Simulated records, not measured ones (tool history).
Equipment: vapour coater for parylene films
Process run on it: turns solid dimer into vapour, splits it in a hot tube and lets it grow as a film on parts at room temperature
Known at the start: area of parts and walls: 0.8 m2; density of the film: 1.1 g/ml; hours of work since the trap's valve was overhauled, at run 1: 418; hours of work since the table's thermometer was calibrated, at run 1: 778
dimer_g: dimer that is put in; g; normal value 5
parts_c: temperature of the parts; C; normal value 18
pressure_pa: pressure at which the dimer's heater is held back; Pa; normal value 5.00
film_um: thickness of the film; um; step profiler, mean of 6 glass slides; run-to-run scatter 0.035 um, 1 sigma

| run | hour | dimer_g | parts_c | pressure_pa | hours of work since the trap's valve was overhauled | hours of work since the table's thermometer was calibrated | film_um |
|---|---|---|---|---|---|---|---|
| 1 | 0.0 | 5 | 18 | 5.00 | 418 | 778 | 3.08 |
| 2 | 34.1 | 5 | 18 | 10.87 | 436 | 796 | 2.78 |
| 3 | 61.9 | 5 | 18 | 4.28 | 451 | 811 | 3.07 |
| 4 | 96.9 | 5 | 18 | 2.22 | 470 | 829 | 3.16 |
|  | 103.5 | trap's valve overhauled |
| 5 | 122.1 | 5 | 18 | 2.22 | 10 | 840 | 3.83 |
| 6 | 140.2 | 5 | 18 | 2.22 | 19 | 850 | 3.80 |
| 7 | 170.9 | 5 | 20 | 2.22 | 36 | 866 | 3.58 |
| 8 | 200.1 | 5 | 20 | 2.22 | 51 | 882 | 3.59 |
| 9 | 218.5 | 5 | 18 | 5.00 | 61 | 892 | 3.47 |
| 10 | 236.0 | 5 | 14 | 5.00 | 70 | 901 | 3.75 |
| 11 | 268.0 | 5 | 14 | 5.00 | 87 | 918 | 3.72 |
| 12 | 299.8 | 5 | 14 | 5.00 | 104 | 935 | 3.69 |
| 13 | 339.4 | 5 | 14 | 5.00 | 125 | 956 | 3.71 |
| 14 | 379.4 | 6 | 18 | 5.00 | 147 | 977 | 3.94 |
| 15 | 408.0 | 5 | 18 | 5.00 | 162 | 992 | 3.33 |
| 16 | 425.5 | 5 | 18 | 5.00 | 171 | 1002 | 3.33 |
| 17 | 457.1 | 5 | 18 | 5.00 | 188 | 1019 | 3.30 |
| 18 | 490.2 | 5 | 18 | 5.00 | 206 | 1036 | 3.30 |
| 19 | 525.6 | 5 | 18 | 5.00 | 224 | 1055 | 3.34 |
| 20 | 565.1 | 5 | 18 | 5.00 | 245 | 1076 | 3.27 |
| 21 | 587.9 | 5 | 18 | 5.00 | 257 | 1088 | 3.21 |
|  | 597.1 | table's thermometer calibrated |
| 22 | 611.1 | 5 | 18 | 5.00 | 269 | 7 | 3.26 |
| 23 | 648.1 | 5 | 18 | 5.00 | 289 | 27 | 3.26 |
| 24 | 680.9 | 5 | 18 | 5.00 | 306 | 45 | 3.24 |
| 25 | 710.5 | 5 | 29 | 5.00 | 322 | 60 | 2.54 |
| 26 | 731.7 | 3 | 13 | 3.38 | 333 | 72 | 2.23 |
| 27 | 764.8 | 5 | 18 | 8.13 | 351 | 89 | 3.07 |
| 28 | 798.1 | 5 | 16 | 8.13 | 369 | 107 | 3.20 |
| 29 | 815.4 | 5 | 11 | 2.43 | 378 | 116 | 4.02 |

Run 30, settings as shown, results not yet in. Your forecast:
| 30 | 838.5 | 5 | 11 | 2.43 | 390 | 128 | ? |

{"run 30": {"film_um": 3.98}}
With no hidden state in the tool, this same run would have given film_um 4.54 um.
